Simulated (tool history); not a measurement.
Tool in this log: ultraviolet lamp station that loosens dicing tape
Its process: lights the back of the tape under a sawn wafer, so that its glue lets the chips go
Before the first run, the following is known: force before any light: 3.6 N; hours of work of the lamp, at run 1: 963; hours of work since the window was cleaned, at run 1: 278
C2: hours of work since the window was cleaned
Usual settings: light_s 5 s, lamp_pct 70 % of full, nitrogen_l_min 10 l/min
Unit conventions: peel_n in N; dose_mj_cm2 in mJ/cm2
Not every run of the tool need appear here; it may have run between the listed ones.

{"run": 1, "hour": 0.0, "light_s": 5, "lamp_pct": 70, "nitrogen_l_min": 10, "hours of work of the lamp": 963, "C2": 278, "peel_n": 1.161, "dose_mj_cm2": 255}
{"hour": 24.1, "done": "window cleaned of glue's vapour"}
{"run": 2, "hour": 34.9, "light_s": 5, "lamp_pct": 70, "nitrogen_l_min": 10, "hours of work of the lamp": 985, "C2": 7, "peel_n": 1.002, "dose_mj_cm2": 284}
{"run": 3, "hour": 69.9, "light_s": 5, "lamp_pct": 70, "nitrogen_l_min": 10, "hours of work of the lamp": 1007, "C2": 29, "peel_n": 1.021, "dose_mj_cm2": 278}
{"run": 4, "hour": 92.1, "light_s": 5, "lamp_pct": 70, "nitrogen_l_min": 10, "hours of work of the lamp": 1021, "C2": 43, "peel_n": 1.065, "dose_mj_cm2": 275}
{"run": 5, "hour": 138.3, "light_s": 5, "lamp_pct": 70, "nitrogen_l_min": 10, "hours of work of the lamp": 1051, "C2": 73, "peel_n": 1.098, "dose_mj_cm2": 266}
{"run": 6, "hour": 162.4, "light_s": 5, "lamp_pct": 70, "nitrogen_l_min": 10, "hours of work of the lamp": 1066, "C2": 88, "peel_n": 1.119, "dose_mj_cm2": 261}
{"run": 7, "hour": 193.2, "light_s": 9, "lamp_pct": 70, "nitrogen_l_min": 10, "hours of work of the lamp": 1086, "C2": 108, "peel_n": 0.567, "dose_mj_cm2": 457}
{"run": 8, "hour": 239.6, "light_s": 9, "lamp_pct": 62, "nitrogen_l_min": 10, "hours of work of the lamp": 1115, "C2": 137, "peel_n": 0.691, "dose_mj_cm2": 396}
{"run": 9, "hour": 267.2, "light_s": 8, "lamp_pct": 62, "nitrogen_l_min": 10, "hours of work of the lamp": 1133, "C2": 155, "peel_n": 0.828, "dose_mj_cm2": 349}
{"run": 10, "hour": 290.9, "light_s": 8, "lamp_pct": 62, "nitrogen_l_min": 10, "hours of work of the lamp": 1148, "C2": 170, "peel_n": 0.826, "dose_mj_cm2": 336}
{"hour": 306.6, "done": "lamp changed"}
{"run": 11, "hour": 327.4, "light_s": 8, "lamp_pct": 62, "nitrogen_l_min": 10, "hours of work of the lamp": 13, "C2": 193, "peel_n": 0.437, "dose_mj_cm2": 554}
{"run": 12, "hour": 370.3, "light_s": 5, "lamp_pct": 84, "nitrogen_l_min": 10, "hours of work of the lamp": 41, "C2": 220, "peel_n": 0.585, "dose_mj_cm2": 466}
{"run": 13, "hour": 400.5, "light_s": 6, "lamp_pct": 64, "nitrogen_l_min": 10, "hours of work of the lamp": 60, "C2": 239, "peel_n": 0.654, "dose_mj_cm2": 422}
{"run": 14, "hour": 444.5, "light_s": 5, "lamp_pct": 66, "nitrogen_l_min": 12, "hours of work of the lamp": 88, "C2": 267, "peel_n": 0.768, "dose_mj_cm2": 354}
{"run": 15, "hour": 472.1, "light_s": 5, "lamp_pct": 66, "nitrogen_l_min": 12, "hours of work of the lamp": 105, "C2": 285, "peel_n": 0.752, "dose_mj_cm2": 347}
{"hour": 486.8, "done": "window cleaned of glue's vapour"}
{"run": 16, "hour": 508.8, "light_s": 5, "lamp_pct": 63, "nitrogen_l_min": 8, "hours of work of the lamp": 129, "C2": 14, "peel_n": 0.794, "dose_mj_cm2": 375}
{"run": 17, "hour": 540.8, "light_s": 7, "lamp_pct": 70, "nitrogen_l_min": 10, "hours of work of the lamp": 149, "C2": 34, "peel_n": 0.419, "dose_mj_cm2": 573}
{"run": 18, "hour": 575.4, "light_s": 7, "lamp_pct": 70, "nitrogen_l_min": 10, "hours of work of the lamp": 171, "C2": 56, "peel_n": 0.41, "dose_mj_cm2": 565}
{"run": 19, "hour": 613.3, "light_s": 4, "lamp_pct": 61, "nitrogen_l_min": 10, "hours of work of the lamp": 195, "C2": 81, "peel_n": 1.093, "dose_mj_cm2": 275}
{"run": 20, "hour": 643.3, "light_s": 3, "lamp_pct": 63, "nitrogen_l_min": 5, "hours of work of the lamp": 214, "C2": 100, "peel_n": 1.645, "dose_mj_cm2": 209}
{"run": 21, "hour": 686.0, "light_s": 5, "lamp_pct": 70, "nitrogen_l_min": 5, "hours of work of the lamp": 241, "C2": 127, "peel_n": 0.957, "dose_mj_cm2": 381}
{"run": 22, "hour": 714.8, "light_s": 6, "lamp_pct": 77, "nitrogen_l_min": 7, "hours of work of the lamp": 260, "C2": 145, "peel_n": 0.567, "dose_mj_cm2": 489}

4 ways to go on from here, each from the tool as it stands after run 22. What would each give?
{"run": "A", "hour": 751.7, "light_s": 8, "lamp_pct": 72, "nitrogen_l_min": 6, "hours of work of the lamp": 283, "C2": 169, "peel_n": "?", "dose_mj_cm2": "?"}
{"run": "B", "hour": 751.7, "light_s": 6, "lamp_pct": 77, "nitrogen_l_min": 5, "hours of work of the lamp": 283, "C2": 169, "peel_n": "?", "dose_mj_cm2": "?"}
{"run": "C", "hour": 751.7, "light_s": 3, "lamp_pct": 65, "nitrogen_l_min": 10, "hours of work of the lamp": 283, "C2": 169, "peel_n": "?", "dose_mj_cm2": "?"}
{"run": "D", "hour": 751.7, "light_s": 4, "lamp_pct": 70, "nitrogen_l_min": 10, "hours of work of the lamp": 283, "C2": 169, "peel_n": "?", "dose_mj_cm2": "?"}

run=A peel_n=0.487 dose_mj_cm2=599
run=B peel_n=0.666 dose_mj_cm2=489
run=C peel_n=1.427 dose_mj_cm2=201
run=D peel_n=0.978 dose_mj_cm2=295
What these runs would have given with no unlogged condition in the tool:
run=A peel_n=0.381 dose_mj_cm2=730
run=B peel_n=0.514 dose_mj_cm2=596
run=C peel_n=1.187 dose_mj_cm2=246
run=D peel_n=0.772 dose_mj_cm2=360
